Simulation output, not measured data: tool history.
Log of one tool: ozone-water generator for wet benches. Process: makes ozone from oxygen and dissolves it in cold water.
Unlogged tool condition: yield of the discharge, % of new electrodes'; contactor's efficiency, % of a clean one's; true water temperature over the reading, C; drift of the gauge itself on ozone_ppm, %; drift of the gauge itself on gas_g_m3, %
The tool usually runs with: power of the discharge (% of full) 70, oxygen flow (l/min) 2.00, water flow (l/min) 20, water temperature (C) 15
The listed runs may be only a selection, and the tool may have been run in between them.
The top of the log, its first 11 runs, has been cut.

| run | day | power of the discharge (% of full) | oxygen flow (l/min) | water flow (l/min) | water temperature (C) | hours of work since the electrodes were changed | hours of work since the contactor was cleaned | hours of work since the thermometer was calibrated | dissolved ozone (ppm) | ozone in the gas ahead of the water (g/m3) |
|---|---|---|---|---|---|---|---|---|---|---|
| 12 | 26.433 | 70 | 2.00 | 20 | 15 | 1973 | 615 | 2478 | 13.0 | 212.7 |
| 13 | 29.312 | 70 | 2.00 | 20 | 15 | 2023 | 665 | 2528 | 12.7 | 214.5 |
| 14 | 32.242 | 70 | 2.00 | 20 | 15 | 2074 | 716 | 2579 | 12.8 | 209.6 |
| 15 | 34.567 | 70 | 2.00 | 20 | 15 | 2114 | 756 | 2619 | 12.7 | 211.4 |
| 16 | 35.967 | 70 | 2.00 | 20 | 15 | 2138 | 780 | 2644 | 12.7 | 212.4 |
| 17 | 38.658 | 70 | 2.00 | 13 | 15 | 2185 | 827 | 2690 | 19.0 | 210.5 |
| 18 | 40.917 | 70 | 2.00 | 13 | 15 | 2224 | 866 | 2729 | 19.0 | 210.4 |
| 19 | 43.392 | 84 | 2.00 | 30 | 7 | 2267 | 909 | 2772 | 9.8 | 245.3 |
| 20 | 45.988 | 49 | 1.91 | 20 | 15 | 2312 | 954 | 2817 | 9.4 | 164.2 |
| 21 | 48.017 | 49 | 1.84 | 20 | 7 | 2347 | 989 | 2852 | 9.6 | 165.1 |
| 22 | 49.871 | 49 | 1.84 | 20 | 7 | 2379 | 1021 | 2885 | 9.7 | 166.8 |

What will run 23 give?
| 23 | 51.258 | 75 | 2.92 | 15 | 15 | 2403 | 1045 | 2909 | ? | ? |

dissolved ozone (ppm): 17.6
ozone in the gas ahead of the water (g/m3): 169.9
Had the tool carried no hidden state, the very same run would have given dissolved ozone (ppm) 19.0, ozone in the gas ahead of the water (g/m3) 180.4.
